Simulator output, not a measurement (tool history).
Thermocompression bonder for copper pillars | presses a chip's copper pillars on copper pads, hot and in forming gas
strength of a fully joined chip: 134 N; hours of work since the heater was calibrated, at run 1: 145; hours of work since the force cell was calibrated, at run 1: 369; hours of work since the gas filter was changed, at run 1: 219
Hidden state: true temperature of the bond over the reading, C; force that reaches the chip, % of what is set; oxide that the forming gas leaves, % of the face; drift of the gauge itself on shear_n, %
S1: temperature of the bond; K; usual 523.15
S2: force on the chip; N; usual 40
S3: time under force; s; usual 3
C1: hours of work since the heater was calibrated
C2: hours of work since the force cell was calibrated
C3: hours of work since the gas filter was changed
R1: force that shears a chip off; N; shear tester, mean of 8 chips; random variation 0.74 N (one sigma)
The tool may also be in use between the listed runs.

Run 1, hour 0: usual settings; C1 145; C2 369; C3 219. Result: R1 47.3 N.
At hour 3.4: forming gas filter changed.
Run 2, hour 6.8: usual settings; C1 148; C2 372; C3 2. Result: R1 51.9 N.
Run 3, hour 14.2: usual settings; C1 152; C2 375; C3 5. Result: R1 52.8 N.
Run 4, hour 19.7: usual settings; C1 155; C2 378; C3 8. Result: R1 52.8 N.
Run 5, hour 31.5: usual settings; C1 160; C2 384; C3 14. Result: R1 52.4 N.
Run 6, hour 38.7: usual settings; C1 164; C2 388; C3 18. Result: R1 52.3 N.
Run 7, hour 48.1: usual settings but S2 33 N, S3 2 s; C1 169; C2 392; C3 22. Result: R1 35.2 N.
Run 8, hour 54.4: usual settings but S1 502.15 K, S2 60 N, S3 2 s; C1 172; C2 396; C3 26. Result: R1 51.7 N.
Run 9, hour 66: usual settings but S1 502.15 K, S2 60 N, S3 2 s; C1 178; C2 401; C3 31. Result: R1 50.4 N.
Run 10, hour 73: usual settings but S1 502.15 K, S2 60 N, S3 2 s; C1 181; C2 405; C3 35. Result: R1 50.3 N.
Run 11, hour 78.1: usual settings but S1 502.15 K, S2 60 N, S3 2 s; C1 184; C2 407; C3 37. Result: R1 50.5 N.

3 ways to go on from here, each from the tool as it stands after run 11. What would each give?
Run A, hour 84.1: usual settings but S2 43 N, S3 5 s; C1 187; C2 410; C3 40. Result: R1 ?.
Run B, hour 84.1: usual settings but S1 544.15 K, S2 60 N, S3 2 s; C1 187; C2 410; C3 40. Result: R1 ?.
Run C, hour 84.1: usual settings but S1 509.15 K; C1 187; C2 410; C3 40. Result: R1 ?.

run    R1
  A  67.4
  B  83.7
  C    42
Without the tool's hidden state the same runs would have given:
run    R1
  A  70.8
  B  87.5
  C  44.3

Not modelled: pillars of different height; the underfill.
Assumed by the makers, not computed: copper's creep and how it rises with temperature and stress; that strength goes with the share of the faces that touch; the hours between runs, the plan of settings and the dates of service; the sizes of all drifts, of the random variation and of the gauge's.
